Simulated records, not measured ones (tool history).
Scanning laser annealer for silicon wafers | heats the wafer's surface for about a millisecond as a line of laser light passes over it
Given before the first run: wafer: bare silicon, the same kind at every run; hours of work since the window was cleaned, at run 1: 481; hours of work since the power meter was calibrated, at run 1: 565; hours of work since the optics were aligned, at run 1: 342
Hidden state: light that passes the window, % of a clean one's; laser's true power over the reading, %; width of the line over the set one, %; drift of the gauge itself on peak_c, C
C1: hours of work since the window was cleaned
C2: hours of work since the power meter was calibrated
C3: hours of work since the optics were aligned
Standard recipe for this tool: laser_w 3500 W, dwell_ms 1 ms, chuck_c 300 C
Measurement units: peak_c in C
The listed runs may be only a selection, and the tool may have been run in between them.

run 1 hour=0 | laser_w=3500 dwell_ms=1 chuck_c=300 | C1=481 C2=565 C3=342 | peak_c=981
-- hour=18.1 window over the wafer cleaned
run 2 hour=60.6 | laser_w=3500 dwell_ms=1 chuck_c=300 | C1=23 C2=597 C3=373 | peak_c=993
run 3 hour=106 | laser_w=3500 dwell_ms=0.74 chuck_c=300 | C1=47 C2=621 C3=398 | peak_c=909
run 4 hour=139.8 | laser_w=3500 dwell_ms=0.74 chuck_c=300 | C1=65 C2=639 C3=416 | peak_c=909
run 5 hour=173.8 | laser_w=3500 dwell_ms=0.74 chuck_c=300 | C1=84 C2=657 C3=434 | peak_c=910
run 6 hour=201.9 | laser_w=3500 dwell_ms=0.74 chuck_c=300 | C1=99 C2=673 C3=449 | peak_c=910
run 7 hour=251.2 | laser_w=3500 dwell_ms=1 chuck_c=300 | C1=125 C2=699 C3=476 | peak_c=993
run 8 hour=313.6 | laser_w=3500 dwell_ms=1 chuck_c=300 | C1=159 C2=733 C3=509 | peak_c=991
run 9 hour=368.9 | laser_w=3485 dwell_ms=1 chuck_c=300 | C1=189 C2=762 C3=539 | peak_c=990
run 10 hour=397.8 | laser_w=3485 dwell_ms=1 chuck_c=300 | C1=204 C2=778 C3=555 | peak_c=987
run 11 hour=457.5 | laser_w=3485 dwell_ms=1 chuck_c=300 | C1=236 C2=810 C3=587 | peak_c=986
run 12 hour=516.3 | laser_w=3500 dwell_ms=1 chuck_c=300 | C1=268 C2=841 C3=618 | peak_c=986
run 13 hour=552.3 | laser_w=3228 dwell_ms=1 chuck_c=300 | C1=287 C2=861 C3=638 | peak_c=937
run 14 hour=609.8 | laser_w=3228 dwell_ms=1 chuck_c=300 | C1=318 C2=892 C3=669 | peak_c=936
run 15 hour=648.8 | laser_w=3744 dwell_ms=1.17 chuck_c=300 | C1=339 C2=913 C3=689 | peak_c=1084
-- hour=679.4 optics aligned, line set to its width
run 16 hour=685.3 | laser_w=3083 dwell_ms=1.05 chuck_c=280 | C1=356 C2=930 C3=3 | peak_c=909
run 17 hour=718.8 | laser_w=3070 dwell_ms=1.18 chuck_c=280 | C1=374 C2=948 C3=21 | peak_c=937
run 18 hour=772.6 | laser_w=3285 dwell_ms=1.18 chuck_c=270 | C1=403 C2=976 C3=50 | peak_c=968
run 19 hour=799.2 | laser_w=3500 dwell_ms=0.74 chuck_c=300 | C1=417 C2=991 C3=64 | peak_c=912
run 20 hour=839.7 | laser_w=3433 dwell_ms=1.06 chuck_c=300 | C1=439 C2=1013 C3=86 | peak_c=996
run 21 hour=895.2 | laser_w=3433 dwell_ms=1.06 chuck_c=300 | C1=469 C2=1042 C3=116 | peak_c=995
-- hour=939.7 window over the wafer cleaned
run 22 hour=948 | laser_w=3433 dwell_ms=1.09 chuck_c=309 | C1=4 C2=1070 C3=143 | peak_c=1026
run 23 hour=1002.8 | laser_w=3500 dwell_ms=1 chuck_c=298 | C1=34 C2=1099 C3=173 | peak_c=998
run 24 hour=1060.2 | laser_w=3500 dwell_ms=1 chuck_c=298 | C1=65 C2=1130 C3=204 | peak_c=999
run 25 hour=1091.5 | laser_w=3517 dwell_ms=0.72 chuck_c=279 | C1=82 C2=1147 C3=220 | peak_c=888
run 26 hour=1152.3 | laser_w=3162 dwell_ms=0.91 chuck_c=329 | C1=114 C2=1179 C3=253 | peak_c=938
run 27 hour=1208.8 | laser_w=3500 dwell_ms=0.79 chuck_c=300 | C1=145 C2=1210 C3=283 | peak_c=928
run 28 hour=1238.2 | laser_w=3410 dwell_ms=0.96 chuck_c=300 | C1=160 C2=1226 C3=299 | peak_c=966

What if the next run were any one of these 5? Each begins from the tool's condition after run 28:
run A hour=1296.4 | laser_w=3487 dwell_ms=0.9 chuck_c=300 | C1=192 C2=1257 C3=330 | peak_c=?
run B hour=1296.4 | laser_w=3177 dwell_ms=1 chuck_c=300 | C1=192 C2=1257 C3=330 | peak_c=?
run C hour=1296.4 | laser_w=3500 dwell_ms=1 chuck_c=270 | C1=192 C2=1257 C3=330 | peak_c=?
run D hour=1296.4 | laser_w=3500 dwell_ms=0.91 chuck_c=327 | C1=192 C2=1257 C3=330 | peak_c=?
run E hour=1296.4 | laser_w=3500 dwell_ms=1 chuck_c=286 | C1=192 C2=1257 C3=330 | peak_c=?

run=A peak_c=961
run=B peak_c=937
run=C peak_c=966
run=D peak_c=996
run=E peak_c=980
The same runs, with their run-to-run variation unchanged, on a tool lacking any hidden condition would have given:
run=A peak_c=965
run=B peak_c=941
run=C peak_c=970
run=D peak_c=1000
run=E peak_c=985
